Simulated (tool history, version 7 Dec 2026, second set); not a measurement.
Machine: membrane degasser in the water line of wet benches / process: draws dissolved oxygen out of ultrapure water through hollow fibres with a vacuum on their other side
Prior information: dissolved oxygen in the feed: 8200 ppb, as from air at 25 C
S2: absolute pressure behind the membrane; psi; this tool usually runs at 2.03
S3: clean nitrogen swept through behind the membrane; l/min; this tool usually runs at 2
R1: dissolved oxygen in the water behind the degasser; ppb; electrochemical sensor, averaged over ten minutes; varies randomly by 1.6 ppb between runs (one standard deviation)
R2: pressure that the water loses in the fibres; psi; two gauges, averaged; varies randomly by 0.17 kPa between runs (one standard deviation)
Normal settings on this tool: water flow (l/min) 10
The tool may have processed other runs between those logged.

{"run": 1, "hour": 0.0, "water flow (l/min)": 10, "S2": 2.03, "S3": 2, "R1": 180.1, "R2": 4.532}
{"run": 2, "hour": 171.1, "water flow (l/min)": 10, "S2": 2.03, "S3": 2, "R1": 180, "R2": 4.588}
{"run": 3, "hour": 400.7, "water flow (l/min)": 10, "S2": 2.03, "S3": 2, "R1": 180.6, "R2": 4.538}
{"run": 4, "hour": 536.6, "water flow (l/min)": 10, "S2": 1.36, "S3": 2, "R1": 124.2, "R2": 4.56}
{"run": 5, "hour": 716.8, "water flow (l/min)": 10, "S2": 1.36, "S3": 2, "R1": 125.6, "R2": 4.538}
{"hour": 928.2, "done": "seals of the vacuum lines changed"}
{"run": 6, "hour": 1000.3, "water flow (l/min)": 10, "S2": 2.03, "S3": 2, "R1": 176.9, "R2": 4.603}
{"hour": 1024.4, "done": "vacuum gauge calibrated"}
{"run": 7, "hour": 1263.2, "water flow (l/min)": 10, "S2": 2.03, "S3": 2, "R1": 175.2, "R2": 4.58}
{"run": 8, "hour": 1506.6, "water flow (l/min)": 10, "S2": 2.03, "S3": 2, "R1": 173.7, "R2": 4.537}
{"run": 9, "hour": 1742.3, "water flow (l/min)": 10, "S2": 2.03, "S3": 2, "R1": 174.2, "R2": 4.601}
{"run": 10, "hour": 1877.0, "water flow (l/min)": 10, "S2": 2.03, "S3": 1.08, "R1": 277.4, "R2": 4.579}
{"run": 11, "hour": 2127.6, "water flow (l/min)": 10, "S2": 2.03, "S3": 1.08, "R1": 274, "R2": 4.657}
{"run": 12, "hour": 2377.7, "water flow (l/min)": 10, "S2": 2.03, "S3": 2, "R1": 178.1, "R2": 4.615}
{"run": 13, "hour": 2559.3, "water flow (l/min)": 10, "S2": 2.03, "S3": 2, "R1": 175, "R2": 4.621}
{"run": 14, "hour": 2835.5, "water flow (l/min)": 15, "S2": 2.03, "S3": 2, "R1": 377.7, "R2": 6.963}
{"run": 15, "hour": 3026.9, "water flow (l/min)": 15, "S2": 2.03, "S3": 2, "R1": 382.2, "R2": 6.997}
{"run": 16, "hour": 3184.3, "water flow (l/min)": 10, "S2": 1.52, "S3": 2, "R1": 136.9, "R2": 4.666}
{"run": 17, "hour": 3484.0, "water flow (l/min)": 7, "S2": 2.03, "S3": 2, "R1": 105.3, "R2": 3.252}
{"run": 18, "hour": 3684.2, "water flow (l/min)": 10, "S2": 2.03, "S3": 0.95, "R1": 315.1, "R2": 4.638}
{"run": 19, "hour": 3877.3, "water flow (l/min)": 10, "S2": 2.03, "S3": 0.95, "R1": 315.1, "R2": 4.666}
{"run": 20, "hour": 4073.4, "water flow (l/min)": 8, "S2": 1.54, "S3": 0.95, "R1": 169.1, "R2": 3.712}
{"run": 21, "hour": 4240.5, "water flow (l/min)": 15, "S2": 1.64, "S3": 2, "R1": 346.2, "R2": 7.024}
{"run": 22, "hour": 4533.7, "water flow (l/min)": 15, "S2": 1.64, "S3": 2, "R1": 348.5, "R2": 7.024}
{"run": 23, "hour": 4763.2, "water flow (l/min)": 15, "S2": 1.64, "S3": 2, "R1": 342, "R2": 7.031}
{"run": 24, "hour": 4910.9, "water flow (l/min)": 6, "S2": 3.22, "S3": 0.85, "R1": 338.9, "R2": 2.808}
{"run": 25, "hour": 5056.9, "water flow (l/min)": 6, "S2": 3.22, "S3": 0.85, "R1": 334.5, "R2": 2.788}
{"run": 26, "hour": 5238.5, "water flow (l/min)": 13, "S2": 1.75, "S3": 1.43, "R1": 322.9, "R2": 6.161}
{"run": 27, "hour": 5396.5, "water flow (l/min)": 13, "S2": 1.75, "S3": 1.43, "R1": 323.4, "R2": 6.171}
{"run": 28, "hour": 5560.1, "water flow (l/min)": 10, "S2": 2.6, "S3": 1.43, "R1": 306.8, "R2": 4.717}
{"run": 29, "hour": 5833.6, "water flow (l/min)": 8, "S2": 4.68, "S3": 1.43, "R1": 421, "R2": 3.77}
{"run": 30, "hour": 5981.8, "water flow (l/min)": 7, "S2": 2.03, "S3": 1.07, "R1": 190.2, "R2": 3.317}
{"run": 31, "hour": 6294.2, "water flow (l/min)": 10, "S2": 2.03, "S3": 2, "R1": 190.5, "R2": 4.757}
{"run": 32, "hour": 6553.3, "water flow (l/min)": 10, "S2": 1.52, "S3": 3.17, "R1": 116.7, "R2": 4.789}
{"hour": 6638.5, "done": "seals of the vacuum lines changed"}
{"run": 33, "hour": 6805.8, "water flow (l/min)": 9, "S2": 1.52, "S3": 0.82, "R1": 224.9, "R2": 4.324}

What if the next run were any one of these 3? Each begins from the tool's condition after run 33:
{"hour": 6819.3, "done": "vacuum gauge calibrated"}
{"run": "A", "hour": 7067.7, "water flow (l/min)": 9, "S2": 2.36, "S3": 0.82, "R1": "?", "R2": "?"}
{"hour": 6819.3, "done": "vacuum gauge calibrated"}
{"run": "B", "hour": 7067.7, "water flow (l/min)": 10, "S2": 1.42, "S3": 1.88, "R1": "?", "R2": "?"}
{"hour": 6819.3, "done": "vacuum gauge calibrated"}
{"run": "C", "hour": 7067.7, "water flow (l/min)": 8, "S2": 4.47, "S3": 0.97, "R1": "?", "R2": "?"}

run=A R1=363.3 R2=4.344
run=B R1=141.6 R2=4.779
run=C R1=536.7 R2=3.854
Take away the tool's hidden state, keep each run's random variation, and the runs would have read:
run=A R1=350.3 R2=3.997
run=B R1=122.1 R2=4.398
run=C R1=527.9 R2=3.548
